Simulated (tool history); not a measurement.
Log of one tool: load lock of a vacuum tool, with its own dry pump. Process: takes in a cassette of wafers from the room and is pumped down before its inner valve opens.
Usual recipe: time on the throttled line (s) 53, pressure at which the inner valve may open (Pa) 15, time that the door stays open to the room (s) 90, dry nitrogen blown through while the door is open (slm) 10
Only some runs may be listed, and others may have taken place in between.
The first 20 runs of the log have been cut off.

run     hour  time on the throttled line (s)  pressure at which the inner valve may open (Pa)  time that the door stays open to the room (s)  dry nitrogen blown through while the door is open (slm)  hours that the pump has run since its overhaul  times that the door has closed on its seal  incoming humidity of the room's air, %  time from the closed door until the inner valve may open (s)  rise of the pressure with all valves shut (Pa/min)
 21   7236.1                              68                                               21                                             99                                                        7                                           18937                                       12189                                    43.2                                                         103.0                                               0.083
 22   7703.3                              68                                               21                                             99                                                        7                                           19404                                       12881                                    44.7                                                         102.7                                               0.090
 23   8203.5                              68                                               21                                             99                                                        7                                           19904                                       13623                                    43.4                                                         103.0                                               0.099
 24   8730.7                              68                                               21                                             99                                                        7                                           20431                                       14404                                    45.7                                                         102.9                                               0.097
 25   8987.1                              53                                               15                                             90                                                        5                                           20688                                       14784                                    44.9                                                          92.8                                               0.099
 26   9394.4                              27                                               14                                             90                                                       29                                           21095                                       15388                                    44.5                                                          71.6                                               0.070
      9547.6  -- dry pump taken out, an overhauled one fitted
 27   9671.7                              27                                               14                                             38                                                       29                                             124                                       15790                                    43.6                                                          65.7                                               0.052
 28  10088.6                              27                                               14                                             27                                                        7                                             541                                       16409                                    44.4                                                          65.7                                               0.065
 29  10431.1                              86                                               11                                             27                                                       13                                             883                                       16916                                    42.5                                                         117.6                                               0.067
 30  10857.6                              82                                               15                                             90                                                       24                                            1310                                       17549                                    43.1                                                         112.8                                               0.081
 31  11256.9                              81                                               15                                             43                                                       24                                            1709                                       18141                                    46.4                                                         111.4                                               0.070
 32  11562.3                              53                                               22                                             90                                                       32                                            2015                                       18593                                    44.8                                                          86.0                                               0.081
 33  11894.7                              53                                               11                                             76                                                       19                                            2347                                       19086                                    46.8                                                          89.8                                               0.084
 34  12218.4                              39                                               19                                            153                                                        5                                            2671                                       19566                                    43.6                                                          74.9                                               0.137
 35  12519.3                              39                                               19                                            153                                                        5                                            2972                                       20012                                    42.7                                                          75.4                                               0.142
 36  12849.7                              39                                               19                                            153                                                        5                                            3302                                       20502                                    44.3                                                          75.0                                               0.146

Consider 5 possible next runs. They are alternatives, not a sequence: every one starts from the tool as it was left by run 36. What does each give?
  A  13226.4                              57                                               15                                            153                                                        5                                            3679                                       21060                                    47.3                                                             ?                                                   ?
  B  13226.4                              52                                               19                                            178                                                        8                                            3679                                       21060                                    43.2                                                             ?                                                   ?
  C  13226.4                              35                                               19                                             95                                                        5                                            3679                                       21060                                    44.1                                                             ?                                                   ?
  D  13226.4                              33                                               15                                             90                                                       28                                            3679                                       21060                                    43.4                                                             ?                                                   ?
  E  13226.4                              83                                               19                                            153                                                       15                                            3679                                       21060                                    43.8                                                             ?                                                   ?

run  time from the closed door until the inner valve may open (s)  rise of the pressure with all valves shut (Pa/min)
  A                                                          91.7                                               0.151
  B                                                          86.4                                               0.149
  C                                                          71.7                                               0.113
  D                                                          71.4                                               0.092
  E                                                         112.6                                               0.120
Without the tool's hidden state the same runs would have given:
run  time from the closed door until the inner valve may open (s)  rise of the pressure with all valves shut (Pa/min)
  A                                                          90.4                                               0.099
  B                                                          85.1                                               0.097
  C                                                          70.4                                               0.062
  D                                                          69.9                                               0.039
  E                                                         111.5                                               0.069
